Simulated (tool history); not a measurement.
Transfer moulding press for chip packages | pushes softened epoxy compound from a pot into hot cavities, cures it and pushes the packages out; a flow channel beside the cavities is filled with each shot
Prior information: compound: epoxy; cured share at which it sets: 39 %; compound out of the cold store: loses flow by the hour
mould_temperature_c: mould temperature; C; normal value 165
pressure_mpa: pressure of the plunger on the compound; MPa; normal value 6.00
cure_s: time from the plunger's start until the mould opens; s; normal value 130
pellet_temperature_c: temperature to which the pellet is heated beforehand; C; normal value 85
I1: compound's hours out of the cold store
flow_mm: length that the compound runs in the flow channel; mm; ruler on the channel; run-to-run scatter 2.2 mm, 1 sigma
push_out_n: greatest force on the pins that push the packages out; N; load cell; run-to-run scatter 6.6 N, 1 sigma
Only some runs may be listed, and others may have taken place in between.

Run 1, hour 0.0: usual settings; I1 38.5. Result: flow_mm 875 mm, push_out_n 304 N.
At hour 10.5: plunger's sealing rings changed.
Run 2, hour 29.0: usual settings; I1 31.5. Result: flow_mm 925 mm, push_out_n 369 N.
Run 3, hour 54.8: usual settings but pressure_mpa 4.96 MPa; I1 15.0. Result: flow_mm 890 mm, push_out_n 435 N.
At hour 72.6: cavities cleaned with cleaning compound and waxed.
Run 4, hour 78.7: usual settings but pressure_mpa 4.96 MPa; I1 20.9. Result: flow_mm 866 mm, push_out_n 295 N.
Run 5, hour 107.3: usual settings; I1 45.9. Result: flow_mm 871 mm, push_out_n 359 N.
Run 6, hour 124.6: usual settings; I1 30.8. Result: flow_mm 911 mm, push_out_n 425 N.
At hour 148.2: cavities cleaned with cleaning compound and waxed.
Run 7, hour 157.2: usual settings; I1 31.3. Result: flow_mm 906 mm, push_out_n 292 N.
Run 8, hour 186.2: usual settings; I1 8.6. Result: flow_mm 977 mm, push_out_n 389 N.
Run 9, hour 203.1: usual settings; I1 28.9. Result: flow_mm 906 mm, push_out_n 402 N.
At hour 225.0: cavities cleaned with cleaning compound and waxed.
Run 10, hour 232.2: usual settings; I1 33.6. Result: flow_mm 883 mm, push_out_n 288 N.
Run 11, hour 264.8: usual settings; I1 42.1. Result: flow_mm 856 mm, push_out_n 385 N.
At hour 278.3: plunger's sealing rings changed.
Run 12, hour 285.4: usual settings; I1 37.0. Result: flow_mm 910 mm, push_out_n 409 N.
At hour 302.2: cavities cleaned with cleaning compound and waxed.
Run 13, hour 314.4: usual settings; I1 25.8. Result: flow_mm 947 mm, push_out_n 292 N.
At hour 320.9: mould's thermocouples calibrated.
Run 14, hour 341.7: usual settings but pressure_mpa 4.78 MPa; I1 8.2. Result: flow_mm 895 mm, push_out_n 402 N.
Run 15, hour 372.1: usual settings but mould_temperature_c 158 C, pressure_mpa 4.78 MPa, cure_s 120 s; I1 31.7. Result: flow_mm 857 mm, push_out_n 690 N.
At hour 379.2: cavities cleaned with cleaning compound and waxed.
Run 16, hour 390.3: usual settings but cure_s 168 s, pellet_temperature_c 93 C; I1 45.1. Result: flow_mm 872 mm, push_out_n 287 N.
Run 17, hour 418.6: usual settings but mould_temperature_c 169 C, pressure_mpa 5.12 MPa, cure_s 123 s, pellet_temperature_c 93 C; I1 24.3. Result: flow_mm 838 mm, push_out_n 359 N.
Run 18, hour 445.8: usual settings but mould_temperature_c 169 C, pressure_mpa 5.12 MPa, cure_s 123 s, pellet_temperature_c 93 C; I1 16.9. Result: flow_mm 857 mm, push_out_n 416 N.
At hour 455.9: cavities cleaned with cleaning compound and waxed.
Run 19, hour 474.0: usual settings but mould_temperature_c 169 C, pressure_mpa 5.12 MPa, cure_s 123 s, pellet_temperature_c 93 C; I1 43.4. Result: flow_mm 773 mm, push_out_n 317 N.
Run 20, hour 504.9: usual settings but mould_temperature_c 169 C, pressure_mpa 5.12 MPa, cure_s 123 s, pellet_temperature_c 93 C; I1 31.9. Result: flow_mm 804 mm, push_out_n 393 N.
Run 21, hour 522.4: usual settings but pressure_mpa 7.18 MPa, cure_s 144 s, pellet_temperature_c 89 C; I1 36.8. Result: flow_mm 957 mm, push_out_n 427 N.
At hour 532.1: cavities cleaned with cleaning compound and waxed.
Run 22, hour 541.1: usual settings but cure_s 122 s, pellet_temperature_c 91 C; I1 41.8. Result: flow_mm 856 mm, push_out_n 297 N.
At hour 549.5: plunger's sealing rings changed.
Run 23, hour 572.5: usual settings but pressure_mpa 5.09 MPa, cure_s 124 s; I1 17.6. Result: flow_mm 899 mm, push_out_n 392 N.
Run 24, hour 588.4: usual settings but pressure_mpa 5.09 MPa, cure_s 124 s; I1 10.1. Result: flow_mm 921 mm, push_out_n 424 N.
Run 25, hour 603.5: usual settings but pressure_mpa 5.24 MPa, cure_s 124 s, pellet_temperature_c 81 C; I1 16.6. Result: flow_mm 908 mm, push_out_n 457 N.
At hour 609.3: cavities cleaned with cleaning compound and waxed.
Run 26, hour 625.7: usual settings but pressure_mpa 4.94 MPa, cure_s 142 s, pellet_temperature_c 79 C; I1 16.2. Result: flow_mm 881 mm, push_out_n 317 N.
Run 27, hour 649.6: usual settings but pressure_mpa 4.94 MPa, cure_s 142 s, pellet_temperature_c 79 C; I1 24.9. Result: flow_mm 851 mm, push_out_n 375 N.

Alternative continuations, all from the tool just after run 27; predict every row:
Run A, hour 664.2: usual settings but pressure_mpa 5.14 MPa, cure_s 142 s, pellet_temperature_c 81 C; I1 39.1. Result: flow_mm ?, push_out_n ?.
Run B, hour 664.2: usual settings but mould_temperature_c 159 C, pressure_mpa 4.94 MPa, cure_s 142 s, pellet_temperature_c 79 C; I1 34.9. Result: flow_mm ?, push_out_n ?.
Run C, hour 664.2: usual settings but pellet_temperature_c 94 C; I1 22.2. Result: flow_mm ?, push_out_n ?.
Run D, hour 664.2: usual settings but cure_s 117 s; I1 21.8. Result: flow_mm ?, push_out_n ?.

run  flow_mm  push_out_n
  A      822         405
  B      851         466
  C      942         414
  D      941         465
What these runs would have given with no unlogged condition in the tool:
run  flow_mm  push_out_n
  A      843         251
  B      873         298
  C      966         259
  D      965         297
